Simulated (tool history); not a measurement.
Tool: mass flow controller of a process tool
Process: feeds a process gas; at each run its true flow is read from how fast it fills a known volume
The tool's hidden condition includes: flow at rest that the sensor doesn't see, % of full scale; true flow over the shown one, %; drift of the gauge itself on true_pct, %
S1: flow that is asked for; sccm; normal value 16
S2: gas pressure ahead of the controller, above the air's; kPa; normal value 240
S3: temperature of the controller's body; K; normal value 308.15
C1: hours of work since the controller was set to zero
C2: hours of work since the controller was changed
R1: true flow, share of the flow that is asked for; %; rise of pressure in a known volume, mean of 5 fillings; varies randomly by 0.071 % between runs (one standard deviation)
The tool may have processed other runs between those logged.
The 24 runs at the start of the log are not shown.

Run 25, hour 7883.4: usual settings but S1 4 sccm, S3 301.15 K; C1 3862; C2 3862. Result: R1 98.7 %.
Run 26, hour 8272.3: usual settings but S1 4 sccm, S3 301.15 K; C1 3992; C2 3992. Result: R1 98.69 %.
Run 27, hour 8722: usual settings but S1 4 sccm, S3 301.15 K; C1 4143; C2 4143. Result: R1 98.69 %.
Run 28, hour 8958.2: usual settings but S1 4 sccm, S3 313.15 K; C1 4222; C2 4222. Result: R1 98.91 %.
Run 29, hour 9411.2: usual settings but S1 5 sccm, S2 159 kPa, S3 313.15 K; C1 4374; C2 4374. Result: R1 99.57 %.
Run 30, hour 9854.3: usual settings but S1 3 sccm, S2 170 kPa, S3 296.15 K; C1 4522; C2 4522. Result: R1 97.26 %.
Run 31, hour 10184.9: usual settings but S1 10 sccm, S2 223 kPa, S3 305.15 K; C1 4633; C2 4633. Result: R1 100.77 %.
Run 32, hour 10550.7: usual settings but S1 8 sccm, S2 210 kPa; C1 4756; C2 4756. Result: R1 100.4 %.
Run 33, hour 10883: usual settings but S1 8 sccm, S2 269 kPa, S3 297.15 K; C1 4867; C2 4867. Result: R1 99.93 %.
Run 34, hour 11074.7: usual settings but S1 8 sccm, S2 269 kPa, S3 297.15 K; C1 4931; C2 4931. Result: R1 100 %.
Run 35, hour 11456.8: usual settings but S1 6 sccm; C1 5059; C2 5059. Result: R1 99.66 %.
Run 36, hour 11740.7: usual settings but S1 19 sccm, S2 179 kPa, S3 294.15 K; C1 5155; C2 5155. Result: R1 101.14 %.
Run 37, hour 11939: usual settings but S2 190 kPa, S3 310.15 K; C1 5221; C2 5221. Result: R1 101.61 %.
Run 38, hour 12354.3: usual settings but S1 8 sccm, S2 182 kPa, S3 294.15 K; C1 5360; C2 5360. Result: R1 99.9 %.
Run 39, hour 12731.8: usual settings but S1 2 sccm, S2 267 kPa, S3 294.15 K; C1 5487; C2 5487. Result: R1 94.12 %.
Run 40, hour 13120.2: usual settings but S1 2 sccm, S2 267 kPa, S3 294.15 K; C1 5617; C2 5617. Result: R1 94.13 %.

Below are 5 alternative next runs, each starting from the tool's condition after run 40. Predict each:
Run A, hour 13533.2: usual settings but S1 2 sccm, S2 205 kPa, S3 294.15 K; C1 5755; C2 5755. Result: R1 ?.
Run B, hour 13533.2: usual settings but S2 167 kPa, S3 294.15 K; C1 5755; C2 5755. Result: R1 ?.
Run C, hour 13533.2: usual settings but S1 3 sccm, S2 267 kPa, S3 294.15 K; C1 5755; C2 5755. Result: R1 ?.
Run D, hour 13533.2: usual settings but S1 8 sccm; C1 5755; C2 5755. Result: R1 ?.
Run E, hour 13533.2: usual settings but S1 15 sccm, S2 191 kPa, S3 295.15 K; C1 5755; C2 5755. Result: R1 ?.

run      R1
  A   93.87
  B  100.96
  C   96.53
  D   100.3
  E  101.01
Without the tool's hidden state the same runs would have given:
run     R1
  A  99.41
  B  99.67
  C  99.46
  D  99.99
  E  99.79
